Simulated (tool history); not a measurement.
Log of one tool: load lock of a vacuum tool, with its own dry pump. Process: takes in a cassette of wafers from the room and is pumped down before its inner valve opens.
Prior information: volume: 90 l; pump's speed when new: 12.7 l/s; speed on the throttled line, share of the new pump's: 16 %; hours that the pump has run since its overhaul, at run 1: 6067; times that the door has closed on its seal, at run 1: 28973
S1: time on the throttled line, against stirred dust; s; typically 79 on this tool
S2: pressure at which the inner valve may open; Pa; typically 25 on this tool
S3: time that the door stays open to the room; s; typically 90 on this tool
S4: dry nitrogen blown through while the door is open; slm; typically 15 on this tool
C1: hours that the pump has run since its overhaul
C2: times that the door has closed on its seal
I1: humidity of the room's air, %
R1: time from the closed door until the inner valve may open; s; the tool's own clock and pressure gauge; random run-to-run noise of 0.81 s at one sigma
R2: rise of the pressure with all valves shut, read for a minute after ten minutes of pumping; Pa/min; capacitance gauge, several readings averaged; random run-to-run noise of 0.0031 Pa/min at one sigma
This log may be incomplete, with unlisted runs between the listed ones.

run	hour	S1	S2	S3	S4	C1	C2	I1	R1	R2
1	0.0	79	25	90	15	6067	28973	47.6	126.9	0.053
2	533.7	79	25	90	15	6601	31332	40.3	127.5	0.044
3	880.1	79	36	90	15	6948	32863	45.4	122.7	0.052
4	1161.9	79	25	90	9	7229	34109	41.8	127.4	0.059
5	1449.9	79	29	90	15	7517	35382	43.3	124.0	0.056
6	1678.5	79	25	90	15	7746	36392	42.4	125.5	0.056
7	2004.0	79	25	90	15	8071	37831	46.4	125.9	0.052
8	2294.7	79	25	90	15	8362	39115	42.1	125.6	0.053
9	2790.6	79	25	25	15	8858	41307	46.8	125.9	0.035
10	3328.6	79	25	90	25	9396	43685	45.8	125.2	0.044
11	3608.3	79	25	90	15	9676	44921	46.0	125.4	0.053
12	4025.7	79	25	90	15	10093	46766	47.3	125.7	0.053
13	4456.5	79	25	90	15	10524	48670	46.7	126.5	0.053
14	4694.5	79	25	90	15	10762	49722	41.7	125.2	0.043
15	5050.1	79	24	90	15	11117	51294	47.0	125.2	0.050
16	5368.5	79	25	164	15	11436	52701	46.7	126.6	0.070
17	5872.8	79	25	90	15	11940	54930	41.5	126.0	0.049
18	6303.5	79	28	90	15	12371	56833	42.8	124.7	0.055
19	6836.1	79	40	90	16	12903	59187	44.5	124.1	0.054
# hour 6984.1: dry pump taken out, an overhauled one fitted
20	7247.6	79	40	90	16	264	60980	44.1	122.1	0.058
21	7669.6	79	31	26	16	685	62845	45.5	125.0	0.033
# hour 8082.8: door's seal changed, seat wiped
22	8082.8	79	31	26	16	1097	0	42.9	125.7	0.026
23	8454.2	79	25	142	15	1469	1642	44.0	125.9	0.068
24	8876.5	144	21	54	5	1891	3508	44.9	182.3	0.052
25	9181.4	63	25	90	15	2196	4856	47.3	112.0	0.054
26	9551.6	63	25	90	15	2566	6492	45.6	112.6	0.052
27	9898.9	131	18	90	15	2913	8027	45.7	172.5	0.051
28	10123.8	131	18	90	15	3138	9021	42.3	171.4	0.047
29	10539.6	89	25	38	15	3554	10859	42.6	131.7	0.036
30	10868.4	145	25	90	28	3883	12312	42.5	180.1	0.038
31	11128.3	145	41	161	32	4143	13461	46.6	177.8	0.048
32	11377.8	79	39	90	13	4392	14563	46.1	123.2	0.058
33	11863.5	94	27	30	8	4878	16710	44.2	137.6	0.038
34	12371.2	79	19	46	15	5386	18954	46.1	127.9	0.038
35	12880.2	79	22	165	16	5895	21204	44.4	127.0	0.064
36	13417.4	72	25	90	13	6432	23578	43.9	120.5	0.050

Hidden state at the last listed run before each entry between runs and at the first one after, where it differs:
Between runs 19 and 20: dry pump taken out, an overhauled one fitted (hour 6984.1)
  pump's speed, % of a new pump's: 99.9 -> 100; leak at the door's seal, Pa l/s: 0.0051 -> 0.0053
Between runs 21 and 22: door's seal changed, seat wiped (hour 8082.8)
  leak at the door's seal, Pa l/s: 0.0054 -> 0.002
